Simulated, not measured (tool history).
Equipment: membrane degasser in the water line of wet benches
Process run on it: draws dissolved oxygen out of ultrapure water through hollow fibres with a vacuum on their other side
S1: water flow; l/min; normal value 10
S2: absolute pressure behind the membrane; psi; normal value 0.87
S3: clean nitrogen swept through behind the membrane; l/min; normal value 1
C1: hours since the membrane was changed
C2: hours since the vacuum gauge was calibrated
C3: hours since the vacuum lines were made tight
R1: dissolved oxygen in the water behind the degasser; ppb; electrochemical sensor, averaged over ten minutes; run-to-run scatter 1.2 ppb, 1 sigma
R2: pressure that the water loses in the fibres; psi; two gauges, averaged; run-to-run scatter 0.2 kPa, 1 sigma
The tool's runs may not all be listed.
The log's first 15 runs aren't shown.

run 16 hour=3342.1 | S1=10 S2=0.87 S3=1 | C1=8022 C2=2757 C3=5183 | R1=116.1 R2=6.473
run 17 hour=3609.1 | S1=7 S2=2.042 S3=0.47 | C1=8289 C2=3024 C3=5450 | R1=370.4 R2=4.522
run 18 hour=3747.8 | S1=10 S2=1.067 S3=1 | C1=8428 C2=3162 C3=5588 | R1=147.7 R2=6.406
run 19 hour=3988 | S1=10 S2=1.067 S3=1 | C1=8668 C2=3403 C3=5829 | R1=147.6 R2=6.401
run 20 hour=4176.4 | S1=10 S2=1.067 S3=1 | C1=8857 C2=3591 C3=6017 | R1=148.4 R2=6.393
-- hour=4226.8 seals of the vacuum lines changed
run 21 hour=4425.6 | S1=10 S2=1.655 S3=0.7 | C1=9104 C2=3838 C3=199 | R1=306.7 R2=6.348
run 22 hour=4586.9 | S1=10 S2=1.207 S3=1.09 | C1=9265 C2=3999 C3=360 | R1=162.3 R2=6.342
run 23 hour=4920.1 | S1=10 S2=0.804 S3=1 | C1=9598 C2=4333 C3=693 | R1=104.8 R2=6.299
-- hour=5044.8 membrane cartridge changed
run 24 hour=5140.3 | S1=16 S2=0.872 S3=2.88 | C1=96 C2=4549 C3=910 | R1=313.2 R2=10.102
run 25 hour=5407.8 | S1=10 S2=1.156 S3=1 | C1=363 C2=4816 C3=1177 | R1=163.5 R2=6.356
run 26 hour=5732.4 | S1=13 S2=0.87 S3=1.33 | C1=688 C2=5141 C3=1502 | R1=205.5 R2=8.095
-- hour=5890.9 gauge calibrated
run 27 hour=5890.9 | S1=13 S2=1.926 S3=1.33 | C1=846 C2=5299 C3=1660 | R1=359.3 R2=8.388
run 28 hour=6033.2 | S1=13 S2=1.194 S3=0.94 | C1=988 C2=5442 C3=1802 | R1=295 R2=8.357
run 29 hour=6271.9 | S1=13 S2=1.194 S3=0.94 | C1=1227 C2=5680 C3=2041 | R1=294.6 R2=8.363
run 30 hour=6525.7 | S1=13 S2=1.194 S3=1.79 | C1=1481 C2=5934 C3=2295 | R1=223.6 R2=8.305
run 31 hour=6835.4 | S1=13 S2=1.194 S3=1.79 | C1=1791 C2=6244 C3=2605 | R1=224.5 R2=8.251

Each row is a separate what-if for the run after 31, all from the same tool condition, not one after another. Results?
run A hour=7030.3 | S1=7 S2=1.114 S3=0.95 | C1=1985 C2=6439 C3=2800 | R1=? R2=?
run B hour=7030.3 | S1=8 S2=1.194 S3=0.82 | C1=1985 C2=6439 C3=2800 | R1=? R2=?
run C hour=7030.3 | S1=8 S2=1.017 S3=1.19 | C1=1985 C2=6439 C3=2800 | R1=? R2=?
run D hour=7030.3 | S1=15 S2=1.527 S3=0.63 | C1=1985 C2=6439 C3=2800 | R1=? R2=?

run=A R1=87.5 R2=4.458
run=B R1=130.7 R2=5.134
run=C R1=78.1 R2=5.117
run=D R1=579.5 R2=9.572
Without the tool's unlogged condition, the same runs would have read:
run=A R1=87.4 R2=4.509
run=B R1=130.6 R2=5.191
run=C R1=78 R2=5.173
run=D R1=579.2 R2=9.678
